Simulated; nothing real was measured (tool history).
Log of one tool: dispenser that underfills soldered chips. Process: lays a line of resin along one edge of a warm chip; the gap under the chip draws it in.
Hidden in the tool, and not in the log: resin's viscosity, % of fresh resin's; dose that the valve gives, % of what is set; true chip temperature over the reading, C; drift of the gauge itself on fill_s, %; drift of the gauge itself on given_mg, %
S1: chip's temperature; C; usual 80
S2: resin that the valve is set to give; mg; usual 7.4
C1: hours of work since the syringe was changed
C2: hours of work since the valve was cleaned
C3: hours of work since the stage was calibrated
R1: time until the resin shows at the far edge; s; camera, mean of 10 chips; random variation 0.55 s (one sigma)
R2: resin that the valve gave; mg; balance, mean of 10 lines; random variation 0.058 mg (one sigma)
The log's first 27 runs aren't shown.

run   hour  S1    S2  C1  C2   C3     R1    R2
 28  116.1  88  7.26   3  53  194     39  6.86
 29  120.5  88  7.26   6  56  197   48.1  6.85
 30    124  80  7.78   9  59  200   73.6  7.34
     125.5  -- new syringe of resin
 31  129.9  80  7.78   3  63  204   52.8  7.22
 32  132.4  80  7.78   5  65  206   59.4  7.28
 33  136.5  81  8.31   8  68  209   67.1  7.86
     139.3  -- new syringe of resin
 34  140.3  81  8.31   1  70  212   43.5  7.77
 35    145  81  8.31   4  74  215   54.2  7.75
 36  149.3  69  8.74   7  77  218  103.6  8.12

Forecast each of these 4 alternatives for the next run:
  A  152.3  68   6.6  10  79  220   ?   ?
  B  152.3  69  7.38  10  79  220   ?   ?
  C  152.3  69   9.3  10  79  220   ?   ?
  D  152.3  89  8.74  10  79  220   ?   ?

run     R1    R2
  A    134  6.04
  B  121.9  6.83
  C  118.2  8.68
  D   53.4  8.13
Without the tool's hidden state the same runs would have given:
run    R1    R2
  A  77.4  6.49
  B  71.2  7.33
  C  70.2  9.31
  D  31.3  8.73
